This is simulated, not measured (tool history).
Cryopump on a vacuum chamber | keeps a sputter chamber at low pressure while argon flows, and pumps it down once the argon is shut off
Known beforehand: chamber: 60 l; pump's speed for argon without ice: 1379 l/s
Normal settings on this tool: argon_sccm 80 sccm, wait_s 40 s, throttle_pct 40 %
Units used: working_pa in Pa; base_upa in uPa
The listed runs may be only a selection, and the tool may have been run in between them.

run   hour  argon_sccm  wait_s  throttle_pct  working_pa  base_upa
  1    0.0          80      40            40      0.2624      2.25
  2   38.4          80      40            40      0.2627      2.28
  3  100.1          80      40            40      0.2659      2.27
  4  137.4          80      40            40      0.2666      2.26
  5  213.4          80      40            40      0.2679      2.29
  6  258.0          80      40            40      0.2659      2.33
  7  320.0          80      40            40      0.2688      2.35
  8  362.0          80      40            40      0.2713      2.40
  9  399.2          80      40            40      0.2706      2.47
 10  457.9          80      40            40      0.2723      2.47
 11  500.5          80      86            40      0.2767      1.46
 12  537.9         114      83            45      0.3527      1.46
 13  599.5         114      83            45      0.3568      1.43
 14  661.5          72      88            34      0.2877      1.44
 15  707.2         147     139            34      0.5935      1.19
 16  758.6         147     139            34      0.5963      1.18
 17  834.1          79      40            55      0.2141      2.61

How would selected steps in working_pa from run to run divide? Give the signed amount a tool lacking its hidden state would still show from settings, what came in and random variation, and the signed amount left for the hidden state, including any gauge scatter that is not in both of the compared results.
Hidden state at play: pump's speed, % of a pump's without ice; cold plate's temperature, K; leak into the chamber, uPa l/s; drift of the gauge itself on working_pa, %; drift of the gauge itself on base_upa, %.
Run 14 -> 15: argon_sccm 72 -> 147, wait_s 88 -> 139. working_pa +0.3058 Pa: hidden state +0.0339, all else +0.2719.
Run 16 -> 17: argon_sccm 147 -> 79, wait_s 139 -> 40, throttle_pct 34 -> 55. working_pa -0.3822 Pa: hidden state -0.0284, all else -0.3538.
